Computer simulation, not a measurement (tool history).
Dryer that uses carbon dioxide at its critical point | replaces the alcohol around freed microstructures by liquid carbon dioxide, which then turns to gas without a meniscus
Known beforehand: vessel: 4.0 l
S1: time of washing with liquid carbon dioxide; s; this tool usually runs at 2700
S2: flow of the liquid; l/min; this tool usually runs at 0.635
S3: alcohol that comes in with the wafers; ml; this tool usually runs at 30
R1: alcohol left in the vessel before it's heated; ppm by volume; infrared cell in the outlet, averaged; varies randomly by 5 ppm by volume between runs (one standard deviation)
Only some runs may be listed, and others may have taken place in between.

run	hour	S1	S2	S3	R1
1	0	2700	0.635	30	17
2	8	2700	0.635	30	19
3	14.7	2700	0.635	116	57
4	22.6	2700	0.635	25	26
5	29	2700	0.635	25	22
6	35.5	2700	0.635	25	21

Expected results for the next run?
7	43.7	2700	0.78	25	?

R1: 20 ppm by volume
With the hidden condition absent and the run-to-run variation left alone, this run would have shown R1 12 ppm by volume.

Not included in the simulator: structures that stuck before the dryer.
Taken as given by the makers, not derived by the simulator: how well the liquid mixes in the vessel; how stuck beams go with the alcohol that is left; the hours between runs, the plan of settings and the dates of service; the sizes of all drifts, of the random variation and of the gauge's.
